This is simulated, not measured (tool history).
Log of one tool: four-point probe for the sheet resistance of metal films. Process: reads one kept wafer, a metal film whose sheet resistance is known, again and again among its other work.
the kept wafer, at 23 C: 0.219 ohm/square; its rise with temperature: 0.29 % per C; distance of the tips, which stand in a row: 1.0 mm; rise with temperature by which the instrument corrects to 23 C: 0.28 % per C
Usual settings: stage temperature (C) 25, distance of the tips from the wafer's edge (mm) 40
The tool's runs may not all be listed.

run,day,stage temperature (C),distance of the tips from the wafer's edge (mm),sheet resistance as the instrument gives it (ohm/square)
1,0,25,40,0.218903
2,0.412,25,40,0.218976
3,1.029,25,40,0.218914
4,1.721,25,40,0.218906
5,2.146,25,40,0.218999
6,2.917,25,5,0.223361
7,3.788,21,40,0.218838
8,4.575,21,40,0.218754
9,5.054,21,40,0.218771
10,5.658,21,40,0.218816
11,6.1,25,40,0.218861
12,6.883,25,40,0.218799
13,7.529,25,40,0.218741
# day 7.592: stage's thermometer calibrated
14,8.112,25,62,0.218821
15,9,23,40,0.218799
16,9.808,23,58,0.218684
17,10.433,23,46,0.218746
# day 10.721: stage's thermometer calibrated, once more
18,11.121,23,40,0.218912
19,11.925,32,7,0.221491
20,12.8,27,40,0.219058
21,13.467,27,40,0.218982
22,14.296,26,7,0.221321
23,14.846,32,45,0.219122
24,15.642,22,37,0.218926
25,16.529,29,40,0.219032
26,17.083,21,45,0.218783
27,17.654,18,58,0.218666
28,18.542,19,3,0.230933
29,19.3,33,23,0.219245
30,19.767,33,23,0.219332
31,20.358,28,22,0.219141
32,21.175,28,22,0.219104
33,21.854,19,36,0.218758
34,22.496,25,5,0.223398
35,23.154,28,5,0.223492

The same runs without the tool's hidden state, with the same run-to-run variation:
The hidden state here: inner tips' distance over the nominal, %; tips' flats over new ones', %; wafer's true temperature over the reading, C; drift of the gauge itself on sheet_ohm, %.
run,sheet resistance as the instrument gives it (ohm/square)
1,0.219096
2,0.219173
3,0.219119
4,0.219118
5,0.219215
6,0.223589
7,0.219073
8,0.218998
9,0.21902
10,0.219072
11,0.219119
12,0.219066
13,0.219015
14,0.219151
15,0.219139
16,0.219032
17,0.219101
18,0.219052
19,0.221642
20,0.219216
21,0.219147
22,0.221496
23,0.219302
24,0.219113
25,0.219231
26,0.218986
27,0.218875
28,0.231163
29,0.219473
30,0.219565
31,0.21938
32,0.219352
33,0.219013
34,0.223665
35,0.223766
